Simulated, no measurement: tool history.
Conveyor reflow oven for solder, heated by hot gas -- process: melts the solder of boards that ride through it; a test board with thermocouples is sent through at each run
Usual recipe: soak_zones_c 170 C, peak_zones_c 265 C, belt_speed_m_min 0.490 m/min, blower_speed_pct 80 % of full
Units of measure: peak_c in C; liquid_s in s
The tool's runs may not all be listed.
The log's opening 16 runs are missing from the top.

run,hour,soak_zones_c,peak_zones_c,belt_speed_m_min,blower_speed_pct,peak_c,liquid_s
17,233.4,161,270,0.550,76,248.9,43.1
18,248.1,183,265,0.490,73,251.3,58.8
19,263.1,172,265,0.542,73,246.1,44.9
20,281.8,174,265,0.517,80,249.8,51.0
21,300.4,174,265,0.517,80,248.9,51.3
22,309.5,174,265,0.517,80,249.3,50.9
23,325.7,171,255,0.574,57,231.3,25.7
24,341.5,170,255,0.541,80,238.6,38.3
25,353.1,160,278,0.539,70,254.0,46.7
26,371.2,160,278,0.539,70,252.9,46.4
27,390.6,172,265,0.452,84,252.8,61.4
28,408.7,172,265,0.452,84,251.9,61.3
29,427.1,180,253,0.393,57,241.6,64.1
30,440.1,180,254,0.393,57,242.5,64.7

Here are 3 independent what-if runs from the current tool condition. What would each one return?
# hour 446.5: flux residue cleaned out of gas plates and filters
A,454.6,158,267,0.401,80,?,?
# hour 446.5: flux residue cleaned out of gas plates and filters
B,454.6,180,261,0.393,57,?,?
# hour 446.5: flux residue cleaned out of gas plates and filters
C,454.6,159,265,0.490,80,?,?

run,peak_c,liquid_s
A,256.4,68.7
B,249.9,72.1
C,249.1,49.8
With no hidden state in the tool, these same runs would have given:
run,peak_c,liquid_s
A,257.9,68.5
B,251.4,72.0
C,250.5,50.0
